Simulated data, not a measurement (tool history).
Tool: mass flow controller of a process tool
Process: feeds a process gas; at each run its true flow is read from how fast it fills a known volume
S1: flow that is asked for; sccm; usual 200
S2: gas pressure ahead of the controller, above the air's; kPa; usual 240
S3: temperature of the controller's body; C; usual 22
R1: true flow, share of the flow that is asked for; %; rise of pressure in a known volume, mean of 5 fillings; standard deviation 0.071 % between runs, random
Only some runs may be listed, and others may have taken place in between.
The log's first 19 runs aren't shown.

Run 20, hour 2620.5: usual settings but S1 95 sccm. Result: R1 98.3 %.
Run 21, hour 2777.8: usual settings but S1 95 sccm. Result: R1 98.37 %.
Run 22, hour 2938.1: usual settings but S1 52 sccm, S2 197 kPa, S3 36 C. Result: R1 97.57 %.
Run 23, hour 3074.8: usual settings but S1 147 sccm, S2 276 kPa, S3 31 C. Result: R1 97.43 %.
Run 24, hour 3194: usual settings but S1 242 sccm, S2 173 kPa. Result: R1 98.7 %.
At hour 3245.5: gauge calibrated.
Run 25, hour 3300.3: usual settings but S1 242 sccm, S2 173 kPa. Result: R1 100.07 %.
Run 26, hour 3478.5: usual settings but S1 186 sccm, S2 153 kPa. Result: R1 100 %.
Run 27, hour 3675.5: usual settings but S1 496 sccm, S2 153 kPa. Result: R1 100.22 %.
Run 28, hour 3856.9: usual settings but S1 496 sccm, S2 153 kPa. Result: R1 100.26 %.
Run 29, hour 3972.5: usual settings but S1 496 sccm, S2 153 kPa. Result: R1 100.1 %.
At hour 4128.5: controller's zero set anew.
Run 30, hour 4128.5: usual settings but S1 191 sccm, S2 237 kPa. Result: R1 99.11 %.
Run 31, hour 4276.7: usual settings but S2 163 kPa, S3 37 C. Result: R1 98.61 %.
Run 32, hour 4439.1: usual settings but S1 54 sccm, S2 163 kPa, S3 37 C. Result: R1 98.23 %.
Run 33, hour 4583.5: usual settings but S1 54 sccm, S2 163 kPa, S3 37 C. Result: R1 98.11 %.
Run 34, hour 4728.3: usual settings but S1 92 sccm, S2 218 kPa. Result: R1 98.89 %.
Run 35, hour 4860.5: usual settings but S1 126 sccm, S3 24 C. Result: R1 98.57 %.

Below are 5 alternative next runs, each starting from the tool's condition after run 35. Predict each:
Run A, hour 4972.4: usual settings but S1 98 sccm, S2 221 kPa, S3 38 C. Result: R1 ?.
Run B, hour 4972.4: usual settings but S1 126 sccm, S2 242 kPa, S3 21 C. Result: R1 ?.
Run C, hour 4972.4: usual settings but S1 429 sccm, S2 264 kPa. Result: R1 ?.
Run D, hour 4972.4: usual settings but S1 60 sccm, S3 24 C. Result: R1 ?.
Run E, hour 4972.4: usual settings but S1 70 sccm, S2 249 kPa, S3 36 C. Result: R1 ?.

run     R1
  A  97.58
  B  98.92
  C   99.2
  D  98.53
  E  97.73
Without the tool's unlogged condition, the same runs would have read:
run     R1
  A  98.29
  B  99.63
  C  99.92
  D  99.23
  E  98.43
